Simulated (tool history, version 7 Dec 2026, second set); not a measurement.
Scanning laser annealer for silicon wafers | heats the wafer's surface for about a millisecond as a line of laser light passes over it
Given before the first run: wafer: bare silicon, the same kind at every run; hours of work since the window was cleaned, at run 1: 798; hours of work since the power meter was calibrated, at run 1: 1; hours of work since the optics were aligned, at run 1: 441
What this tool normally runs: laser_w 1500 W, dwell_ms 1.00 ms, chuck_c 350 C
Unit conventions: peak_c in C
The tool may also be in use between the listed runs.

run,day,laser_w,dwell_ms,chuck_c,hours of work since the window was cleaned,hours of work since the power meter was calibrated,hours of work since the optics were aligned,peak_c
1,0.000,1500,1.00,350,798,1,441,1028
2,1.367,1500,1.00,350,819,21,461,1028
3,2.421,1500,1.00,350,834,37,477,1028
4,4.075,1500,1.00,350,859,62,501,1025
5,5.108,1500,1.00,350,874,77,516,1024
6,6.133,1500,0.74,350,889,92,532,929
7,7.542,1500,0.74,350,910,113,552,923
8,8.317,1484,0.81,350,922,124,564,946
# day 9.192: window over the wafer cleaned
9,9.358,1644,0.89,353,2,139,578,1089
10,10.546,1500,0.81,350,20,156,596,979
11,11.742,1500,0.81,350,38,174,613,974
12,12.867,1509,0.81,350,55,191,630,979

For run 13, what comes out?
13,13.800,1509,0.81,350,68,204,644,?

{"run 13": {"peak_c": 980}}
Minus the tool's unlogged condition, the same run would have read peak_c 998 C.

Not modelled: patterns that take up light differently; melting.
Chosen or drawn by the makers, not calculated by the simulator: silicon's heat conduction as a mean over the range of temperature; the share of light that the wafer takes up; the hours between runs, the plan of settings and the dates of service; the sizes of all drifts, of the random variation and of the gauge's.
